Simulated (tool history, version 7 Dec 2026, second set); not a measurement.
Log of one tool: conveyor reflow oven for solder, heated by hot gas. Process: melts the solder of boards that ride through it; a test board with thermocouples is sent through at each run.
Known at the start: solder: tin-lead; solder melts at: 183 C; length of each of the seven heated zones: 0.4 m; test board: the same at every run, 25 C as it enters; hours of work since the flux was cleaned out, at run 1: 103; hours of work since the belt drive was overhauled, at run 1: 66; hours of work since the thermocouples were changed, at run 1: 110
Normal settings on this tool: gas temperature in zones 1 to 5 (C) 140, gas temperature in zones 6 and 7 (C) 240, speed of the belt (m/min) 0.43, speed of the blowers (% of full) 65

run   hour  gas temperature in zones 1 to 5 (C)  gas temperature in zones 6 and 7 (C)  speed of the belt (m/min)  speed of the blowers (% of full)  hours of work since the flux was cleaned out  hours of work since the belt drive was overhauled  hours of work since the thermocouples were changed  highest temperature of the board (C)  time above the solder's melting point (s)
  1      0                                  140                                   240                       0.43                                65                                           103                                                 66                                                 110                                 223.3                                       90.7
  2    7.4                                  140                                   240                       0.43                                65                                           106                                                 69                                                 113                                 223.4                                       90.9
  3   17.4                                  140                                   240                       0.43                                65                                           110                                                 74                                                 117                                 223.1                                       90.7
  4     25                                  140                                   253                       0.43                                65                                           113                                                 77                                                 121                                 234.5                                      100.2
  5   31.8                                  140                                   240                       0.43                                65                                           116                                                 80                                                 123                                 223.1                                       91.1
  6     37                                  140                                   240                       0.43                                65                                           118                                                 82                                                 126                                 223.4                                       90.8
  7   47.2                                  140                                   240                       0.43                                65                                           122                                                 86                                                 130                                 223.2                                       90.9
  8   53.3                                  140                                   240                       0.43                                68                                           125                                                 88                                                 132                                 224.6                                       91.5
  9   64.3                                  140                                   240                       0.43                                68                                           129                                                 93                                                 137                                 223.8                                       91.3
 10   75.3                                  151                                   240                       0.43                                68                                           134                                                 98                                                 141                                 226.1                                       99.2
 11   83.4                                  151                                   240                       0.43                                68                                           137                                                101                                                 145                                   226                                       99.6
 12   89.5                                  140                                   240                       0.43                                65                                           140                                                104                                                 147                                 223.4                                       90.6
 13   94.3                                  140                                   240                       0.43                                65                                           142                                                106                                                 149                                 223.4                                       90.9
 14  103.4                                  140                                   240                       0.43                                65                                           146                                                109                                                 153                                 222.8                                       90.7
 15  110.1                                  140                                   240                       0.43                                65                                           149                                                112                                                 156                                 223.2                                       90.6
 16  119.8                                  140                                   240                       0.43                                65                                           153                                                116                                                 160                                 222.8                                       90.4
 17  125.4                                  133                                   248                      0.352                                65                                           155                                                118                                                 162                                 235.7                                      120.2
 18  132.3                                  140                                   247                      0.396                                75                                           158                                                121                                                 165                                 234.7                                      109.2
 19  137.3                                  143                                   247                      0.396                                63                                           160                                                123                                                 167                                 232.2                                      108.5
 20  142.8                                  138                                   234                       0.43                                65                                           162                                                126                                                 170                                 217.6                                       84.4
 21  153.8                                  138                                   234                       0.43                                65                                           167                                                130                                                 174                                 217.7                                       83.7
 22    159                                  138                                   234                       0.43                                65                                           169                                                132                                                 176                                 217.5                                       83.9
 23  167.8                                  143                                   240                      0.429                                65                                           173                                                136                                                 180                                 223.5                                       92.8
 24  173.5                                  150                                   245                       0.43                                73                                           175                                                138                                                 182                                 231.4                                      103.2
 25    180                                  150                                   245                       0.43                                73                                           178                                                141                                                 185                                 231.6                                      103.5
 26  189.3                                  150                                   249                       0.43                                55                                           181                                                145                                                 189                                 229.3                                      100.9
 27  194.8                                  140                                   240                       0.49                                80                                           184                                                147                                                 191                                 223.3                                       79.8
 28  200.7                                  140                                   240                       0.49                                80                                           186                                                150                                                 194                                 222.8                                       79.3
     213.3  -- flux residue cleaned out of gas plates and filters
 29  214.5                                  140                                   240                       0.49                                80                                             1                                                153                                                 197                                 224.9                                       80.7
 30  225.5                                  140                                   240                       0.49                                80                                             5                                                158                                                 202                                 224.4                                       80.8
 31  234.2                                  140                                   240                      0.395                                82                                             9                                                162                                                 206                                 230.9                                      106.8

Consider 3 possible next runs. They are alternatives, not a sequence: every one starts from the tool as it was left by run 31. What does each give?
  A  245.3                                  140                                   251                       0.43                                89                                            13                                                166                                                 210                                     ?                                          ?
  B  245.3                                  140                                   235                       0.43                                65                                            13                                                166                                                 210                                     ?                                          ?
  C  245.3                                  134                                   240                      0.395                                57                                            13                                                166                                                 210                                     ?                                          ?

run  highest temperature of the board (C)  time above the solder's melting point (s)
  A                                 240.1                                      103.8
  B                                 219.9                                         88
  C                                 223.1                                         96
With the hidden condition removed and each run's random variation left untouched, the same runs would have given:
run  highest temperature of the board (C)  time above the solder's melting point (s)
  A                                 239.4                                      103.2
  B                                 219.3                                       87.2
  C                                 222.5                                       95.1
